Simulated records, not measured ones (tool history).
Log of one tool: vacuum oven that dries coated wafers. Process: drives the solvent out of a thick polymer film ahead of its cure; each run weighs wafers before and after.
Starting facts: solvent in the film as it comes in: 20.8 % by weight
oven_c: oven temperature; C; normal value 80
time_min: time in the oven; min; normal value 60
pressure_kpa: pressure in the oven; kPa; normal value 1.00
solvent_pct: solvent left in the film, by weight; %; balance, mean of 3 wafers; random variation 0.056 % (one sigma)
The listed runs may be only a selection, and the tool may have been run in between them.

run	day	oven_c	time_min	pressure_kpa	solvent_pct
1	0.000	80	60	1.00	3.03
2	1.046	80	60	1.00	3.17
3	2.125	80	60	1.00	3.08
4	2.850	80	60	1.00	3.09
5	4.042	80	60	1.00	3.00
6	4.579	80	60	0.63	2.69
7	5.775	80	60	1.00	3.09
8	6.762	80	59	1.00	3.17
9	7.458	86	59	1.00	1.57
10	8.192	86	59	1.22	1.73
11	9.033	86	59	1.22	1.86
12	10.225	80	60	1.00	3.16
13	10.754	80	60	1.86	4.23
14	11.596	80	60	1.00	3.21
15	12.129	80	60	1.00	3.20
16	12.917	80	60	1.00	3.16
17	14.067	80	60	1.00	3.24
18	15.179	80	60	1.00	3.22
19	15.717	80	60	1.00	3.22
# day 15.850: vacuum gauge cleaned of residue and calibrated
20	16.662	71	46	0.52	8.55
21	17.296	71	46	0.52	8.36
22	18.067	71	46	0.52	8.50
23	18.842	71	46	0.52	8.49
24	19.662	71	39	2.55	11.42
25	20.371	80	32	3.99	9.32
26	21.150	80	32	3.99	9.12
# day 21.650: vacuum gauge cleaned of residue and calibrated, once more
27	22.325	80	32	3.99	8.94

Run 28 is up next; what results do you expect?
28	23.200	77	76	0.74	?

solvent_pct: 2.94 %
If the tool had no hidden condition, the same run with the same run-to-run variation would have returned solvent_pct 2.31 %.
